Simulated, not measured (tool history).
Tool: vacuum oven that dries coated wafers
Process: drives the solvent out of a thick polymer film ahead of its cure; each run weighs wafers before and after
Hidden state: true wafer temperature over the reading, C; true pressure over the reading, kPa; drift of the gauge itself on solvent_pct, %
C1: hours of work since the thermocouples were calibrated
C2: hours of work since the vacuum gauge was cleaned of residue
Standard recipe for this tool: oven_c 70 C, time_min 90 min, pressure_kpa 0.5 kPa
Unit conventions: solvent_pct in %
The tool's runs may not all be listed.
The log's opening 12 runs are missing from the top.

Run 13, hour 156.4: usual settings but time_min 100 min; C1 25; C2 607. Result: solvent_pct 0.79 %.
Run 14, hour 168.6: usual settings but time_min 100 min; C1 35; C2 617. Result: solvent_pct 0.75 %.
Run 15, hour 177.1: usual settings but oven_c 65 C; C1 41; C2 623. Result: solvent_pct 2.04 %.
Run 16, hour 190.4: usual settings but oven_c 65 C; C1 51; C2 633. Result: solvent_pct 2.05 %.
Run 17, hour 201.4: usual settings but oven_c 65 C; C1 59; C2 641. Result: solvent_pct 2.03 %.
Run 18, hour 216.7: usual settings but oven_c 77 C; C1 71; C2 653. Result: solvent_pct 0.27 %.
Run 19, hour 227.7: usual settings but oven_c 77 C; C1 79; C2 661. Result: solvent_pct 0.29 %.
Run 20, hour 237: usual settings but time_min 138 min; C1 86; C2 668. Result: solvent_pct 0.44 %.
Run 21, hour 249.7: usual settings but time_min 138 min; C1 96; C2 678. Result: solvent_pct 0.44 %.
Run 22, hour 258.1: usual settings but time_min 138 min; C1 102; C2 684. Result: solvent_pct 0.38 %.
Run 23, hour 272.6: usual settings but time_min 138 min; C1 113; C2 695. Result: solvent_pct 0.42 %.
Run 24, hour 282.6: usual settings but time_min 138 min; C1 120; C2 702. Result: solvent_pct 0.46 %.
Run 25, hour 300.3: usual settings but oven_c 73 C, time_min 131 min, pressure_kpa 1.581 kPa; C1 134; C2 716. Result: solvent_pct 0.76 %.
Run 26, hour 314.2: usual settings but oven_c 64 C, time_min 100 min, pressure_kpa 0.962 kPa; C1 144; C2 726. Result: solvent_pct 2.18 %.
Run 27, hour 331.2: usual settings but oven_c 67 C, time_min 52 min, pressure_kpa 0.288 kPa; C1 157; C2 739. Result: solvent_pct 3.77 %.
Run 28, hour 347: usual settings but oven_c 66 C, time_min 151 min, pressure_kpa 0.609 kPa; C1 169; C2 751. Result: solvent_pct 0.65 %.
Run 29, hour 359.4: usual settings but oven_c 66 C, time_min 151 min, pressure_kpa 0.609 kPa; C1 178; C2 760. Result: solvent_pct 0.69 %.
Run 30, hour 372.2: usual settings but oven_c 78 C, time_min 117 min, pressure_kpa 0.888 kPa; C1 188; C2 770. Result: solvent_pct 0.39 %.
Run 31, hour 387.1: usual settings but oven_c 81 C, time_min 71 min, pressure_kpa 0.442 kPa; C1 199; C2 781. Result: solvent_pct 0.2 %.
Run 32, hour 403.6: usual settings but time_min 98 min, pressure_kpa 0.376 kPa; C1 211; C2 793. Result: solvent_pct 0.72 %.
Run 33, hour 411.2: usual settings but time_min 98 min, pressure_kpa 0.376 kPa; C1 217; C2 799. Result: solvent_pct 0.75 %.
Run 34, hour 421: usual settings but oven_c 63 C, time_min 138 min, pressure_kpa 1.876 kPa; C1 224; C2 806. Result: solvent_pct 2.04 %.
Run 35, hour 431: usual settings but oven_c 60 C, time_min 50 min, pressure_kpa 0.538 kPa; C1 232; C2 814. Result: solvent_pct 7.08 %.

Expected results for the next run?
Run 36, hour 447.6: usual settings but oven_c 78 C, time_min 47 min, pressure_kpa 0.298 kPa; C1 244; C2 826. Result: solvent_pct ?.

solvent_pct: 0.92 %
Without the tool's hidden state the same run would have given solvent_pct 0.99 %.
